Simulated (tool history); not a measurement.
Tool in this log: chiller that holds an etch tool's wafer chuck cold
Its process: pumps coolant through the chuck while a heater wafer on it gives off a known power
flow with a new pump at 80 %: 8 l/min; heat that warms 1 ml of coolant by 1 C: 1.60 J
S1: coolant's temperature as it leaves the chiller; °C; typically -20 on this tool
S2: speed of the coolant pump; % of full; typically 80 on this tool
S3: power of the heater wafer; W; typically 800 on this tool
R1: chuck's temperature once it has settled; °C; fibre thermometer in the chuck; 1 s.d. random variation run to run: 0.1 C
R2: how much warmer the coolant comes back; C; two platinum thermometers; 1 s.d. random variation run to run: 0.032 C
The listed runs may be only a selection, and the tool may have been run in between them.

Run 1, hour 0: usual settings. Result: R1 -9.6 °C, R2 4.34 C.
Run 2, hour 103.6: usual settings. Result: R1 -9.7 °C, R2 4.32 C.
Run 3, hour 197.1: usual settings but S3 635 W. Result: R1 -11.6 °C, R2 3.4 C.
Run 4, hour 303.9: usual settings but S3 635 W. Result: R1 -11.7 °C, R2 3.46 C.
Run 5, hour 457.6: usual settings but S3 635 W. Result: R1 -11.7 °C, R2 3.44 C.
Run 6, hour 577.1: usual settings but S3 635 W. Result: R1 -11.8 °C, R2 3.47 C.
Run 7, hour 728.1: usual settings but S3 635 W. Result: R1 -11.4 °C, R2 3.45 C.
Run 8, hour 819: usual settings but S3 635 W. Result: R1 -11.6 °C, R2 3.53 C.
At hour 863.8: chiller's thermometer calibrated.
Run 9, hour 903.6: usual settings but S3 635 W. Result: R1 -11.6 °C, R2 3.48 C.
Run 10, hour 978.5: usual settings but S3 1013 W. Result: R1 -6.5 °C, R2 5.61 C.
Run 11, hour 1099: usual settings but S2 99 % of full. Result: R1 -11.7 °C, R2 3.51 C.
Run 12, hour 1259.3: usual settings but S1 -12 °C, S2 99 % of full, S3 644 W. Result: R1 -5.4 °C, R2 2.88 C.
Run 13, hour 1327.5: usual settings but S1 -21 °C, S3 1189 W. Result: R1 -4.6 °C, R2 6.6 C.
At hour 1339.3: chiller's thermometer calibrated, once more.
Run 14, hour 1484.2: usual settings but S2 95 % of full. Result: R1 -9.9 °C, R2 3.68 C.
Run 15, hour 1552.3: usual settings but S1 -26 °C, S2 70 % of full, S3 1072 W. Result: R1 -8 °C, R2 6.97 C.
Run 16, hour 1699.1: usual settings but S1 -26 °C, S2 70 % of full, S3 1072 W. Result: R1 -7.8 °C, R2 7.05 C.
Run 17, hour 1843: usual settings but S1 -21 °C, S2 70 % of full, S3 572 W. Result: R1 -11.2 °C, R2 3.77 C.
Run 18, hour 1984.9: usual settings but S1 -21 °C, S2 70 % of full, S3 572 W. Result: R1 -11.4 °C, R2 3.76 C.
Run 19, hour 2110.2: usual settings but S1 -24 °C, S2 67 % of full, S3 531 W. Result: R1 -14.6 °C, R2 3.74 C.

Expected results for the next run?
At hour 2162.3: coolant changed, channels flushed.
Run 20, hour 2215.4: usual settings but S1 -24 °C, S2 67 % of full, S3 531 W. Result: R1 ?, R2 ?.

Run 20 produced R1 -15.8 °C, R2 3.67 C.
With the hidden condition absent and the run-to-run variation left alone, this run would have shown R1 -17 °C, R2 3.02 C.
